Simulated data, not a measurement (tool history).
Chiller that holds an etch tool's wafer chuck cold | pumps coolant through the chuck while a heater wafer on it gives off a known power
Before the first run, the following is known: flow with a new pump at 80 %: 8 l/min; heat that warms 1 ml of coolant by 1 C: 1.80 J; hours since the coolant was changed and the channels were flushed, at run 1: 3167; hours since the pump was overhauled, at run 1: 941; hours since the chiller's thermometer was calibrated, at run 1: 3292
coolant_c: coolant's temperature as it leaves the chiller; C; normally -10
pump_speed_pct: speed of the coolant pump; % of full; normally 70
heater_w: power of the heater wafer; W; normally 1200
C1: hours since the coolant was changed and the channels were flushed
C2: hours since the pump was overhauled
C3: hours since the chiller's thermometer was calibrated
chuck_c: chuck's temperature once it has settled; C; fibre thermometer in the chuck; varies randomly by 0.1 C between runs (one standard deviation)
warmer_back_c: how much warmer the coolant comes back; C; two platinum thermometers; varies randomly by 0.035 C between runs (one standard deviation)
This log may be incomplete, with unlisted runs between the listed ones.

{"run": 1, "hour": 0.0, "coolant_c": -10, "pump_speed_pct": 70, "heater_w": 1200, "C1": 3167, "C2": 941, "C3": 3292, "chuck_c": 0.3, "warmer_back_c": 5.88}
{"run": 2, "hour": 22.2, "coolant_c": -10, "pump_speed_pct": 70, "heater_w": 1192, "C1": 3190, "C2": 964, "C3": 3314, "chuck_c": 0.3, "warmer_back_c": 5.79}
{"run": 3, "hour": 45.4, "coolant_c": -10, "pump_speed_pct": 70, "heater_w": 1192, "C1": 3213, "C2": 987, "C3": 3338, "chuck_c": 0.4, "warmer_back_c": 5.75}
{"run": 4, "hour": 64.5, "coolant_c": -12, "pump_speed_pct": 70, "heater_w": 1200, "C1": 3232, "C2": 1006, "C3": 3357, "chuck_c": -1.7, "warmer_back_c": 5.87}
{"run": 5, "hour": 85.8, "coolant_c": -12, "pump_speed_pct": 70, "heater_w": 1200, "C1": 3253, "C2": 1027, "C3": 3378, "chuck_c": -1.7, "warmer_back_c": 5.81}
{"run": 6, "hour": 106.1, "coolant_c": -12, "pump_speed_pct": 70, "heater_w": 1200, "C1": 3273, "C2": 1048, "C3": 3398, "chuck_c": -1.7, "warmer_back_c": 5.88}
{"run": 7, "hour": 125.1, "coolant_c": -12, "pump_speed_pct": 70, "heater_w": 1200, "C1": 3292, "C2": 1067, "C3": 3417, "chuck_c": -1.8, "warmer_back_c": 5.85}
{"run": 8, "hour": 142.5, "coolant_c": -12, "pump_speed_pct": 70, "heater_w": 1200, "C1": 3310, "C2": 1084, "C3": 3435, "chuck_c": -1.7, "warmer_back_c": 5.82}
{"run": 9, "hour": 162.3, "coolant_c": -12, "pump_speed_pct": 70, "heater_w": 1594, "C1": 3330, "C2": 1104, "C3": 3455, "chuck_c": 1.8, "warmer_back_c": 7.69}
{"run": 10, "hour": 192.2, "coolant_c": -8, "pump_speed_pct": 70, "heater_w": 1200, "C1": 3360, "C2": 1134, "C3": 3485, "chuck_c": 2.2, "warmer_back_c": 5.82}
{"run": 11, "hour": 220.1, "coolant_c": -8, "pump_speed_pct": 70, "heater_w": 1200, "C1": 3387, "C2": 1162, "C3": 3512, "chuck_c": 2.4, "warmer_back_c": 5.82}
{"run": 12, "hour": 240.4, "coolant_c": -8, "pump_speed_pct": 70, "heater_w": 1200, "C1": 3408, "C2": 1182, "C3": 3533, "chuck_c": 2.3, "warmer_back_c": 5.79}
{"run": 13, "hour": 255.7, "coolant_c": -8, "pump_speed_pct": 70, "heater_w": 1200, "C1": 3423, "C2": 1197, "C3": 3548, "chuck_c": 2.2, "warmer_back_c": 5.82}
{"run": 14, "hour": 277.6, "coolant_c": -10, "pump_speed_pct": 70, "heater_w": 1200, "C1": 3445, "C2": 1219, "C3": 3570, "chuck_c": 0.4, "warmer_back_c": 5.83}
{"run": 15, "hour": 305.2, "coolant_c": -10, "pump_speed_pct": 70, "heater_w": 1200, "C1": 3472, "C2": 1247, "C3": 3597, "chuck_c": 0.2, "warmer_back_c": 5.79}
{"run": 16, "hour": 332.6, "coolant_c": -10, "pump_speed_pct": 70, "heater_w": 1200, "C1": 3500, "C2": 1274, "C3": 3625, "chuck_c": 0.3, "warmer_back_c": 5.83}
{"run": 17, "hour": 346.4, "coolant_c": -10, "pump_speed_pct": 71, "heater_w": 1200, "C1": 3514, "C2": 1288, "C3": 3639, "chuck_c": 0.2, "warmer_back_c": 5.74}
{"run": 18, "hour": 368.4, "coolant_c": -10, "pump_speed_pct": 71, "heater_w": 626, "C1": 3536, "C2": 1310, "C3": 3661, "chuck_c": -5.2, "warmer_back_c": 3.04}
{"run": 19, "hour": 394.0, "coolant_c": -10, "pump_speed_pct": 67, "heater_w": 1259, "C1": 3561, "C2": 1335, "C3": 3686, "chuck_c": 1.3, "warmer_back_c": 6.41}
{"hour": 400.8, "done": "chiller's thermometer calibrated"}
{"run": 20, "hour": 423.9, "coolant_c": -10, "pump_speed_pct": 81, "heater_w": 1226, "C1": 3590, "C2": 1364, "C3": 23, "chuck_c": -0.1, "warmer_back_c": 5.11}
{"run": 21, "hour": 439.2, "coolant_c": -10, "pump_speed_pct": 97, "heater_w": 1707, "C1": 3606, "C2": 1380, "C3": 38, "chuck_c": 1.6, "warmer_back_c": 5.82}
{"run": 22, "hour": 463.7, "coolant_c": -10, "pump_speed_pct": 97, "heater_w": 1200, "C1": 3630, "C2": 1404, "C3": 63, "chuck_c": -1.8, "warmer_back_c": 4.16}
{"run": 23, "hour": 479.1, "coolant_c": -4, "pump_speed_pct": 61, "heater_w": 974, "C1": 3645, "C2": 1420, "C3": 78, "chuck_c": 6.0, "warmer_back_c": 5.47}
{"run": 24, "hour": 495.1, "coolant_c": -4, "pump_speed_pct": 61, "heater_w": 974, "C1": 3661, "C2": 1436, "C3": 94, "chuck_c": 6.1, "warmer_back_c": 5.5}
{"run": 25, "hour": 513.0, "coolant_c": -4, "pump_speed_pct": 61, "heater_w": 974, "C1": 3679, "C2": 1453, "C3": 112, "chuck_c": 6.0, "warmer_back_c": 5.55}
{"run": 26, "hour": 530.8, "coolant_c": -5, "pump_speed_pct": 95, "heater_w": 730, "C1": 3697, "C2": 1471, "C3": 130, "chuck_c": 0.2, "warmer_back_c": 2.55}
{"run": 27, "hour": 554.7, "coolant_c": -1, "pump_speed_pct": 64, "heater_w": 1200, "C1": 3721, "C2": 1495, "C3": 154, "chuck_c": 10.8, "warmer_back_c": 6.48}
{"run": 28, "hour": 585.7, "coolant_c": -17, "pump_speed_pct": 70, "heater_w": 1753, "C1": 3752, "C2": 1526, "C3": 185, "chuck_c": -1.0, "warmer_back_c": 8.53}
{"run": 29, "hour": 606.4, "coolant_c": -17, "pump_speed_pct": 69, "heater_w": 1644, "C1": 3773, "C2": 1547, "C3": 206, "chuck_c": -2.0, "warmer_back_c": 8.14}
{"run": 30, "hour": 619.0, "coolant_c": -4, "pump_speed_pct": 66, "heater_w": 934, "C1": 3785, "C2": 1559, "C3": 218, "chuck_c": 5.0, "warmer_back_c": 4.86}
{"run": 31, "hour": 637.6, "coolant_c": -4, "pump_speed_pct": 66, "heater_w": 934, "C1": 3804, "C2": 1578, "C3": 237, "chuck_c": 4.9, "warmer_back_c": 4.86}

Across each entry between runs, compare the hidden state at the last listed run before it with the hidden state at the first listed run after it:
Between runs 19 and 20: chiller's thermometer calibrated (hour 400.8)
  heat passed by the chuck's channels, % of clean ones': 92.1 -> 92; coolant's true temperature over the reading, C: -0.47 -> 0.06
  measured less the result without the state, chuck_c: +0.3 -> +0.7 C; warmer_back_c: +0.07 -> +0.06 C

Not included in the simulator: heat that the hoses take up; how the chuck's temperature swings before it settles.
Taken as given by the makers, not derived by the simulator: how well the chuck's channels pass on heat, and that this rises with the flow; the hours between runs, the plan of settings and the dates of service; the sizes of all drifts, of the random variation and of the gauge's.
